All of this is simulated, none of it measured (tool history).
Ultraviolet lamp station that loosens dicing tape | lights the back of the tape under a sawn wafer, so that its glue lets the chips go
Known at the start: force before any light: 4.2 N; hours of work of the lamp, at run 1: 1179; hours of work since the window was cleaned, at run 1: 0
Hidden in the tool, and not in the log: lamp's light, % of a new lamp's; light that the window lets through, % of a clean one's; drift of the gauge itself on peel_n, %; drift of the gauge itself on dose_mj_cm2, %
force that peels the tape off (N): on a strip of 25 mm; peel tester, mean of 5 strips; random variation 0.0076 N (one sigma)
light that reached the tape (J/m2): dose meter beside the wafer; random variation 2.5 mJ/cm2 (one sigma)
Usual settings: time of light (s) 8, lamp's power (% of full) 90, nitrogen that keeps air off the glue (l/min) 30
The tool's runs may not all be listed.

run   hour  time of light (s)  lamp's power (% of full)  nitrogen that keeps air off the glue (l/min)  hours of work of the lamp  hours of work since the window was cleaned  force that peels the tape off (N)  light that reached the tape (J/m2)
  1      0                  8                        90                                            30                       1179                                           0                              0.552                                1960
  2     33                  8                        90                                            30                       1203                                          25                              0.563                                1920
  3   59.6                  6                        90                                            30                       1223                                          44                              0.893                                1430
  4  116.8                  6                        90                                            30                       1266                                          87                              0.879                                1380
  5  176.4                  6                        90                                            30                       1310                                         131                               0.95                                1370
  6  210.2                  6                        90                                            30                       1335                                         157                              0.977                                1300
  7  269.1                  6                        90                                            30                       1379                                         200                              1.028                                1290
  8  300.2                  6                        90                                            30                       1402                                         224                              1.046                                1320
  9  328.4                  4                        81                                            15                       1423                                         244                              1.969                                 750
 10    365                  6                        90                                            11                       1451                                         272                              1.336                                1200
 11  397.8                  6                        90                                            11                       1475                                         296                               1.43                                1210
     421.9  -- lamp changed
 12  435.9                 12                        66                                            16                         10                                         324                              0.323                                3240

Forecast each of these 4 alternatives for the next run:
  A  467.3                  7                        90                                            15                         34                                         347                                  ?                                   ?
  B  467.3                  5                        67                                            20                         34                                         347                                  ?                                   ?
  C  467.3                  7                        75                                            23                         34                                         347                                  ?                                   ?
  D  467.3                 12                        65                                            15                         34                                         347                                  ?                                   ?

run  force that peels the tape off (N)  light that reached the tape (J/m2)
  A                              0.457                                2510
  B                              1.027                                1330
  C                              0.547                                2120
  D                              0.331                                3160
Without the tool's hidden state the same runs would have given:
run  force that peels the tape off (N)  light that reached the tape (J/m2)
  A                              0.405                                2720
  B                              0.929                                1440
  C                              0.485                                2290
  D                              0.299                                3410

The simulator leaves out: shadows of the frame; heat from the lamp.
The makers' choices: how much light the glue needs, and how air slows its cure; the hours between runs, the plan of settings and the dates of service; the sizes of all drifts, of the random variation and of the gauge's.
